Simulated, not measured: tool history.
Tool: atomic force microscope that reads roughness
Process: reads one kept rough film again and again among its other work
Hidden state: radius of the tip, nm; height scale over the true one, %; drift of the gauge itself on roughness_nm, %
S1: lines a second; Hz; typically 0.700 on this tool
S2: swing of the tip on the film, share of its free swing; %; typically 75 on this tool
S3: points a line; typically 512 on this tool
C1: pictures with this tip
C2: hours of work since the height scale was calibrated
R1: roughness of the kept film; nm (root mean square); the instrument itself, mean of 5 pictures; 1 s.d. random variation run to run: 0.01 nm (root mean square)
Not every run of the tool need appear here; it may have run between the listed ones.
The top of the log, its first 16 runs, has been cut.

Run 17, hour 193.7: usual settings but S1 1.795 Hz, S2 64 %, S3 325; C1 70; C2 649. Result: R1 2.211 nm (root mean square).
Run 18, hour 202.8: usual settings but S1 1.169 Hz, S2 69 %, S3 519; C1 84; C2 657. Result: R1 2.217 nm (root mean square).
Run 19, hour 220.3: usual settings but S1 1.834 Hz, S2 57 %, S3 640; C1 111; C2 670. Result: R1 2.236 nm (root mean square).
Run 20, hour 230.3: usual settings but S1 1.407 Hz, S2 60 %, S3 377; C1 127; C2 678. Result: R1 2.235 nm (root mean square).
At hour 240.5: new tip fitted.
Run 21, hour 247.1: usual settings but S1 1.407 Hz, S2 60 %, S3 377; C1 10; C2 691. Result: R1 2.285 nm (root mean square).
Run 22, hour 255.0: usual settings but S1 1.407 Hz, S2 60 %, S3 377; C1 22; C2 697. Result: R1 2.276 nm (root mean square).
Run 23, hour 263.3: usual settings but S1 0.843 Hz, S2 81 %, S3 924; C1 35; C2 703. Result: R1 2.207 nm (root mean square).
Run 24, hour 272.6: usual settings but S1 2.718 Hz, S3 339; C1 49; C2 711. Result: R1 1.968 nm (root mean square).

Estimate the outcome of run 25 from the log above:
Run 25, hour 287.3: usual settings but S1 2.718 Hz, S3 339; C1 71; C2 722. Result: R1 ?.

For run 25 the tool returned R1 1.958 nm (root mean square).
On a tool with no hidden condition, and with the same random variation, this run would have come out at R1 2.008 nm (root mean square).
